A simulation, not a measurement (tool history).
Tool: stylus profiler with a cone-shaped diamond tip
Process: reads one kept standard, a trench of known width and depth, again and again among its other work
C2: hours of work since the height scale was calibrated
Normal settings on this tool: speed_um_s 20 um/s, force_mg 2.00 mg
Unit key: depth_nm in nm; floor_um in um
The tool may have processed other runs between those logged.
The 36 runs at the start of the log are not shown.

run 37 hour=3153.1 | speed_um_s=10 force_mg=1.34 | scans_with_this_tip=34683 C2=953 | depth_nm=1004.29 floor_um=38.61
-- hour=3252.6 new tip fitted, height scale calibrated
run 38 hour=3252.8 | speed_um_s=13 force_mg=2.00 | scans_with_this_tip=2 C2=0 | depth_nm=1011.32 floor_um=44.00
run 39 hour=3315.1 | speed_um_s=13 force_mg=2.00 | scans_with_this_tip=473 C2=44 | depth_nm=1011.09 floor_um=43.83
run 40 hour=3424.8 | speed_um_s=6 force_mg=4.68 | scans_with_this_tip=1302 C2=120 | depth_nm=1019.48 floor_um=43.66
run 41 hour=3503.8 | speed_um_s=6 force_mg=4.68 | scans_with_this_tip=1900 C2=175 | depth_nm=1018.71 floor_um=43.62
run 42 hour=3571.1 | speed_um_s=7 force_mg=0.68 | scans_with_this_tip=2408 C2=222 | depth_nm=1004.31 floor_um=43.48
run 43 hour=3667.7 | speed_um_s=13 force_mg=5.98 | scans_with_this_tip=3139 C2=290 | depth_nm=1021.77 floor_um=43.31
run 44 hour=3779.4 | speed_um_s=18 force_mg=5.98 | scans_with_this_tip=3984 C2=368 | depth_nm=1021.82 floor_um=43.20
run 45 hour=3903.2 | speed_um_s=18 force_mg=5.98 | scans_with_this_tip=4920 C2=454 | depth_nm=1021.23 floor_um=42.97
run 46 hour=3993.9 | speed_um_s=7 force_mg=5.91 | scans_with_this_tip=5605 C2=518 | depth_nm=1020.99 floor_um=42.86

Here are 3 independent what-if runs from the current tool condition. What would each one return?
run A hour=4057.8 | speed_um_s=6 force_mg=2.84 | scans_with_this_tip=6089 C2=562 | depth_nm=? floor_um=?
run B hour=4057.8 | speed_um_s=54 force_mg=1.74 | scans_with_this_tip=6089 C2=562 | depth_nm=? floor_um=?
run C hour=4057.8 | speed_um_s=7 force_mg=3.28 | scans_with_this_tip=6089 C2=562 | depth_nm=? floor_um=?

run=A depth_nm=1011.37 floor_um=42.80
run=B depth_nm=1007.83 floor_um=42.69
run=C depth_nm=1013.34 floor_um=42.73
Take away the tool's hidden state, keep each run's random variation, and the runs would have read:
run=A depth_nm=1013.79 floor_um=44.04
run=B depth_nm=1010.24 floor_um=43.93
run=C depth_nm=1015.76 floor_um=43.97

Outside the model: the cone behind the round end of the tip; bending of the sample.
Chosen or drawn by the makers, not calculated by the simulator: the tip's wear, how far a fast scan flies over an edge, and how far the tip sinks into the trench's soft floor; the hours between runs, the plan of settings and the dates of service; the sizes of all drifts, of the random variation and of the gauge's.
